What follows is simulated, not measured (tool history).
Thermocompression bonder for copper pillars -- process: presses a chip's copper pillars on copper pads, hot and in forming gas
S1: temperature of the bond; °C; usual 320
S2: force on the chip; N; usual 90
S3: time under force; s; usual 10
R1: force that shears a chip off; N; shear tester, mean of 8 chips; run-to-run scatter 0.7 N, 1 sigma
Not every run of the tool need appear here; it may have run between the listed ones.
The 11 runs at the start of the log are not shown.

run     day   S1   S2  S3    R1
 12   8.079  320   90  27  66.8
      8.604  -- heater calibrated with a thermocouple chip
 13    8.95  320   90  27  63.2
 14   9.746  320   90  27    62
 15  10.271  320   90  27  62.7
 16  11.067  320   90  10  43.2
 17  11.688  320   90   7  36.6
 18  12.508  320   90  10  42.7
      13.15  -- heater calibrated with a thermocouple chip, once more
 19  13.529  320   90  11  51.4
 20  14.412  320   90  11  51.6
 21  14.833  335  118  17  83.3
 22  15.554  310   89   9  41.3
 23  16.221  320   62   8  34.6
 24  16.883  297  129   8  42.9

What does the tool deliver on the next run?
 25  17.354  291  80   6   ?

Run 25 gave R1 22.8 N.
With the hidden condition absent and the run-to-run variation left alone, this run would have shown R1 23.3 N.

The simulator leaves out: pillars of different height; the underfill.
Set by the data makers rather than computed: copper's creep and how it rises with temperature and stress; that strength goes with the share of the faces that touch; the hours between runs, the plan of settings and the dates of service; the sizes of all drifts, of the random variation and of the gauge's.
